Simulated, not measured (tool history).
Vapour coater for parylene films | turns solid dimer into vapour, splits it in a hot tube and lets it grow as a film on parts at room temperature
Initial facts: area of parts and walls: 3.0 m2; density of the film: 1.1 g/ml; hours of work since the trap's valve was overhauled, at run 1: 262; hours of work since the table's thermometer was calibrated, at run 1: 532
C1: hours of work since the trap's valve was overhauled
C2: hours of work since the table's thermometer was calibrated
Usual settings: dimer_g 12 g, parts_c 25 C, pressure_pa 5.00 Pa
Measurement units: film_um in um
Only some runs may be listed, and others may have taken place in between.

run 1 hour=0.0 | dimer_g=12 parts_c=25 pressure_pa=5.00 | C1=262 C2=532 | film_um=2.53
run 2 hour=35.1 | dimer_g=12 parts_c=22 pressure_pa=5.00 | C1=277 C2=547 | film_um=2.81
run 3 hour=84.5 | dimer_g=12 parts_c=25 pressure_pa=5.00 | C1=299 C2=569 | film_um=2.49
run 4 hour=141.7 | dimer_g=12 parts_c=25 pressure_pa=5.00 | C1=324 C2=594 | film_um=2.42
run 5 hour=207.6 | dimer_g=12 parts_c=25 pressure_pa=5.00 | C1=352 C2=623 | film_um=2.47
run 6 hour=248.8 | dimer_g=12 parts_c=25 pressure_pa=5.00 | C1=370 C2=641 | film_um=2.39
run 7 hour=288.4 | dimer_g=12 parts_c=25 pressure_pa=5.00 | C1=388 C2=658 | film_um=2.39

Run 8 comes next. What will it give?
run 8 hour=336.2 | dimer_g=10 parts_c=24 pressure_pa=2.35 | C1=409 C2=679 | film_um=?

film_um: 2.25 um
With no hidden state in the tool, this same run would have given film_um 2.65 um.

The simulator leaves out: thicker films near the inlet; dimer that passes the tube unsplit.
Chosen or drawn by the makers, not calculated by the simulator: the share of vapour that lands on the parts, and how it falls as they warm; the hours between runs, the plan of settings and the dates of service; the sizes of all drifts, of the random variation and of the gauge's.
